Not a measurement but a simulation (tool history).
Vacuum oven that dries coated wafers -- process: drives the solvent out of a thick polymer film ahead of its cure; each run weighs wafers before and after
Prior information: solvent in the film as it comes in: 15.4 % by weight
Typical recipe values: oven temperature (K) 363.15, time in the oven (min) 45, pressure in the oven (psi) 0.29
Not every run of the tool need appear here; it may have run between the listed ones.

run   hour  oven temperature (K)  time in the oven (min)  pressure in the oven (psi)  solvent left in the film (%)
  1      0                363.15                      45                        0.29                          2.38
  2   32.1                360.15                      45                        0.29                          2.81
  3   68.4                360.15                      45                        0.29                          2.77
  4  121.6                363.15                      45                        0.29                          2.28
  5  153.2                363.15                      49                        0.29                          2.12
  6  194.8                363.15                      49                        0.29                           2.2
  7  231.6                363.15                      49                        0.29                          2.12
  8  265.7                359.15                      76                       0.267                          1.77
  9    310                376.15                      57                        0.29                          0.86
 10  338.6                371.15                      48                        0.74                          2.62
 11  366.7                367.15                      35                       0.825                          4.14
 12  413.4                363.15                      34                       0.345                          3.28

4 options for the next run, each taken on its own from the tool as it stands now. Forecast them:
  A  437.2                363.15                      34                       0.331                             ?
  B  437.2                354.15                      27                       0.345                             ?
  C  437.2                363.15                      45                       1.156                             ?
  D  437.2                368.15                      34                       0.345                             ?

run  solvent left in the film (%)
  A                          3.31
  B                          6.23
  C                          5.68
  D                          2.48
Without the tool's hidden state the same runs would have given:
run  solvent left in the film (%)
  A                          3.36
  B                           6.3
  C                          5.77
  D                          2.52
